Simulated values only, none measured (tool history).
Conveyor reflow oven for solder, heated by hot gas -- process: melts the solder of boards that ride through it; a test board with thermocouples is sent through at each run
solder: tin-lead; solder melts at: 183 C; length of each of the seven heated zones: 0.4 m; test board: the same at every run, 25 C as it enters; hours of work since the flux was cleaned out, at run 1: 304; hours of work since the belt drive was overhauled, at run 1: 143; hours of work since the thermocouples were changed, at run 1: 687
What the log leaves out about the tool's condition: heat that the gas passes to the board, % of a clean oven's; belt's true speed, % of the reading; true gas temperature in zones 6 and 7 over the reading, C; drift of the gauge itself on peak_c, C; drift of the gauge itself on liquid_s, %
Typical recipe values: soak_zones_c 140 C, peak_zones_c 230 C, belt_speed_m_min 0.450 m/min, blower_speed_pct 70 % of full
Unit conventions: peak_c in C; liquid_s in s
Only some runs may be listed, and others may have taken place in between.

run   hour  soak_zones_c  peak_zones_c  belt_speed_m_min  blower_speed_pct  hours of work since the flux was cleaned out  hours of work since the belt drive was overhauled  hours of work since the thermocouples were changed  peak_c  liquid_s
  1    0.0           140           230             0.450                70                                           304                                                143                                                 687   221.5      88.7
  2    6.2           153           230             0.450                70                                           308                                                147                                                 691   223.6      96.3
  3   17.9           153           230             0.450                70                                           315                                                154                                                 699   223.6      96.8
  4   23.0           153           230             0.450                70                                           319                                                157                                                 702   223.5      95.6
  5   30.5           153           230             0.450                70                                           323                                                162                                                 707   223.3      96.0
  6   43.0           153           230             0.450                70                                           331                                                170                                                 715   223.1      94.9
  7   48.9           153           230             0.450                70                                           335                                                173                                                 718   223.8      97.2
  8   57.4           153           230             0.450                70                                           340                                                179                                                 724   223.7      95.8
  9   68.4           153           230             0.450                70                                           347                                                186                                                 731   223.4      96.0
      74.2  -- flux residue cleaned out of gas plates and filters
 10   86.1           153           230             0.450                70                                             7                                                194                                                 739   223.6      96.6
 11   95.1           153           230             0.450                70                                            13                                                199                                                 744   223.6      95.4
 12  101.7           153           230             0.450                70                                            17                                                204                                                 748   223.9      96.5
     107.7  -- flux residue cleaned out of gas plates and filters, once more
 13  114.0           153           230             0.450                70                                             4                                                208                                                 753   225.2      96.9
 14  119.5           153           230             0.450                70                                             7                                                212                                                 757   225.1      97.5
 15  132.0           140           230             0.450                70                                            15                                                220                                                 764   224.3      88.6
 16  144.6           140           241             0.379                70                                            23                                                227                                                 772   238.3     119.5
 17  156.0           140           241             0.379                70                                            30                                                235                                                 780   237.6     117.5
 18  167.8           148           241             0.423                88                                            38                                                242                                                 787   238.3     109.4
 19  179.9           139           241             0.369                58                                            46                                                250                                                 795   237.0     119.8
 20  187.7           139           244             0.504                66                                            50                                                255                                                 799   232.4      86.0
 21  198.0           139           244             0.504                66                                            57                                                261                                                 806   232.0      84.1
 22  210.4           132           230             0.443                70                                            65                                                269                                                 814   223.4      88.3
 23  220.9           132           222             0.483                79                                            71                                                276                                                 820   214.1      73.2
 24  229.8           139           222             0.366                79                                            77                                                281                                                 826   221.3     108.9
 25  236.3           152           233             0.482                78                                            81                                                285                                                 830   227.1      92.9
 26  241.4           139           223             0.367                87                                            84                                                289                                                 833   221.8     111.6
 27  247.9           140           230             0.519                73                                            88                                                293                                                 837   220.4      74.3
 28  256.2           153           228             0.466                82                                            94                                                298                                                 843   224.0      93.9
 29  262.0           153           228             0.466                82                                            97                                                302                                                 846   223.8      95.4
 30  271.7           153           228             0.466                82                                           103                                                308                                                 852   224.1      93.5

Hidden condition of the tool, last listed run before each entry between runs versus first listed run after:
After run 9, before run 10: flux residue cleaned out of gas plates and filters (hour 74.2)
  heat that the gas passes to the board, % of a clean oven's: 89.8 -> 88.3; belt's true speed, % of the reading: 99.43 -> 99.41; true gas temperature in zones 6 and 7 over the reading, C: 2.85 -> 2.88
  measured result minus the result with no hidden state, peak_c: +1.4 -> +1.1 C; liquid_s: +1.3 -> +1.1 s
After run 12, before run 13: flux residue cleaned out of gas plates and filters, once more (hour 107.7)
  heat that the gas passes to the board, % of a clean oven's: 88 -> 99.1; belt's true speed, % of the reading: 99.39 -> 99.38; true gas temperature in zones 6 and 7 over the reading, C: 2.91 -> 2.92
  measured result minus the result with no hidden state, peak_c: +1.2 -> +2.8 C; liquid_s: +1.1 -> +2.5 s
